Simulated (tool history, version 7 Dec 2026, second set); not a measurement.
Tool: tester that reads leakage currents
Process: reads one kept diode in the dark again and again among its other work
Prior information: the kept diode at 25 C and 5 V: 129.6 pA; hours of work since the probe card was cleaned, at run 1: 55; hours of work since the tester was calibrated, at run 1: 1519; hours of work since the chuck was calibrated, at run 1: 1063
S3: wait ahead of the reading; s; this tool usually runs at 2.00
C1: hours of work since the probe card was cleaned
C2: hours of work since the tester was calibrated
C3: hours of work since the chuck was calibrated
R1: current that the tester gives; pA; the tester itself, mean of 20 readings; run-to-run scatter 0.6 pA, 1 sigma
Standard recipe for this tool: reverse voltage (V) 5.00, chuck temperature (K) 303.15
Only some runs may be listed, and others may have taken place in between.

Run 1, hour 0.0: usual settings; C1 55; C2 1519; C3 1063. Result: R1 190.61 pA.
Run 2, hour 81.7: usual settings; C1 99; C2 1564; C3 1107. Result: R1 192.07 pA.
Run 3, hour 181.9: usual settings; C1 153; C2 1618; C3 1161. Result: R1 191.55 pA.
Run 4, hour 253.4: usual settings but chuck temperature (K) 321.15; C1 192; C2 1656; C3 1200. Result: R1 794.08 pA.
Run 5, hour 377.4: usual settings but S3 0.51 s; C1 259; C2 1723; C3 1267. Result: R1 193.33 pA.
Run 6, hour 484.7: usual settings but S3 0.51 s; C1 317; C2 1781; C3 1325. Result: R1 192.07 pA.
Run 7, hour 598.7: usual settings but reverse voltage (V) 2.35; C1 379; C2 1843; C3 1386. Result: R1 128.12 pA.
Run 8, hour 698.2: usual settings but reverse voltage (V) 2.35; C1 432; C2 1897; C3 1440. Result: R1 128.96 pA.
Run 9, hour 814.6: usual settings but reverse voltage (V) 1.71; C1 495; C2 1960; C3 1503. Result: R1 108.37 pA.
Run 10, hour 894.9: usual settings but reverse voltage (V) 1.71; C1 539; C2 2003; C3 1547. Result: R1 108.59 pA.
Run 11, hour 1030.8: usual settings but reverse voltage (V) 1.71; C1 612; C2 2076; C3 1620. Result: R1 108.53 pA.
Run 12, hour 1161.4: usual settings; C1 683; C2 2147; C3 1691. Result: R1 191.75 pA.
At hour 1219.9: chuck's temperature calibrated.
Run 13, hour 1238.1: usual settings but reverse voltage (V) 5.23; C1 723; C2 2187; C3 10. Result: R1 209.48 pA.
Run 14, hour 1339.3: usual settings but reverse voltage (V) 5.23; C1 778; C2 2242; C3 64. Result: R1 209.44 pA.
Run 15, hour 1424.9: usual settings but reverse voltage (V) 5.23; C1 824; C2 2288; C3 111. Result: R1 209.97 pA.
Run 16, hour 1547.1: usual settings but reverse voltage (V) 5.23; C1 890; C2 2354; C3 177. Result: R1 210.09 pA.
Run 17, hour 1625.0: usual settings but chuck temperature (K) 296.15; C1 932; C2 2396; C3 219. Result: R1 116.04 pA.
Run 18, hour 1754.2: usual settings but reverse voltage (V) 13.68; C1 1002; C2 2466; C3 289. Result: R1 354.22 pA.
Run 19, hour 1863.5: usual settings but S3 7.36 s; C1 1061; C2 2525; C3 348. Result: R1 203.97 pA.
At hour 1955.8: probe card cleaned and baked.
Run 20, hour 1996.4: usual settings but reverse voltage (V) 1.32, chuck temperature (K) 300.15, S3 9.97 s; C1 22; C2 2595; C3 418. Result: R1 75.67 pA.
Run 21, hour 2121.4: usual settings but reverse voltage (V) 1.32, chuck temperature (K) 300.15, S3 9.97 s; C1 90; C2 2663; C3 485. Result: R1 75.80 pA.
Run 22, hour 2189.4: usual settings but reverse voltage (V) 1.07, chuck temperature (K) 324.15; C1 126; C2 2700; C3 522. Result: R1 452.08 pA.
Run 23, hour 2254.1: usual settings but chuck temperature (K) 293.15; C1 161; C2 2734; C3 557. Result: R1 83.58 pA.
Run 24, hour 2371.3: usual settings but chuck temperature (K) 293.15; C1 225; C2 2798; C3 620. Result: R1 83.47 pA.
Run 25, hour 2508.8: usual settings but chuck temperature (K) 293.15; C1 299; C2 2872; C3 695. Result: R1 84.09 pA.
Run 26, hour 2594.1: usual settings but chuck temperature (K) 293.15; C1 345; C2 2918; C3 741. Result: R1 84.66 pA.
Run 27, hour 2724.3: usual settings but reverse voltage (V) 1.73, chuck temperature (K) 305.15, S3 7.20 s; C1 415; C2 2989; C3 811. Result: R1 132.76 pA.
Run 28, hour 2824.2: usual settings but reverse voltage (V) 1.73, chuck temperature (K) 308.15, S3 6.25 s; C1 469; C2 3043; C3 865. Result: R1 168.62 pA.
At hour 2843.5: tester calibrated.
Run 29, hour 2961.2: usual settings but chuck temperature (K) 300.15, S3 0.39 s; C1 542; C2 64; C3 938. Result: R1 151.32 pA.
Run 30, hour 3085.5: usual settings but chuck temperature (K) 307.15, S3 0.94 s; C1 609; C2 131; C3 1005. Result: R1 266.94 pA.
Run 31, hour 3223.4: usual settings but chuck temperature (K) 307.15, S3 0.94 s; C1 684; C2 205; C3 1080. Result: R1 265.23 pA.
Run 32, hour 3338.8: usual settings but reverse voltage (V) 11.01, S3 6.74 s; C1 746; C2 268; C3 1142. Result: R1 292.94 pA.
Run 33, hour 3450.0: usual settings but chuck temperature (K) 311.15; C1 806; C2 328; C3 1202. Result: R1 363.53 pA.
Run 34, hour 3547.7: usual settings but reverse voltage (V) 16.41, chuck temperature (K) 294.15, S3 9.68 s; C1 859; C2 380; C3 1255. Result: R1 179.46 pA.
Run 35, hour 3619.4: usual settings but reverse voltage (V) 1.85, S3 1.46 s; C1 898; C2 419; C3 1294. Result: R1 113.24 pA.
Run 36, hour 3679.4: usual settings but reverse voltage (V) 1.85, S3 1.46 s; C1 930; C2 452; C3 1326. Result: R1 112.62 pA.
Run 37, hour 3791.8: usual settings but reverse voltage (V) 1.85, S3 1.46 s; C1 991; C2 512; C3 1387. Result: R1 114.26 pA.
Run 38, hour 3925.3: usual settings but reverse voltage (V) 7.73, S3 4.48 s; C1 1063; C2 584; C3 1459. Result: R1 244.66 pA.

Each row is a separate what-if for the run after 38, all from the same tool condition, not one after another. Results?
At hour 4015.7: probe card cleaned and baked.
Run A, hour 4053.6: usual settings but reverse voltage (V) 7.23, chuck temperature (K) 299.15, S3 0.64 s; C1 20; C2 652; C3 1527. Result: R1 ?.
At hour 4015.7: probe card cleaned and baked.
Run B, hour 4053.6: usual settings but reverse voltage (V) 1.09; C1 20; C2 652; C3 1527. Result: R1 ?.
At hour 4015.7: probe card cleaned and baked.
Run C, hour 4053.6: usual settings but reverse voltage (V) 3.45, chuck temperature (K) 311.15, S3 0.52 s; C1 20; C2 652; C3 1527. Result: R1 ?.
At hour 4015.7: probe card cleaned and baked.
Run D, hour 4053.6: usual settings but chuck temperature (K) 321.15; C1 20; C2 652; C3 1527. Result: R1 ?.

run      R1
  A  159.75
  B   83.41
  C  292.39
  D  766.03
Without the tool's unlogged condition, the same runs would have read:
run      R1
  A  171.90
  B   89.69
  C  313.17
  D  816.98
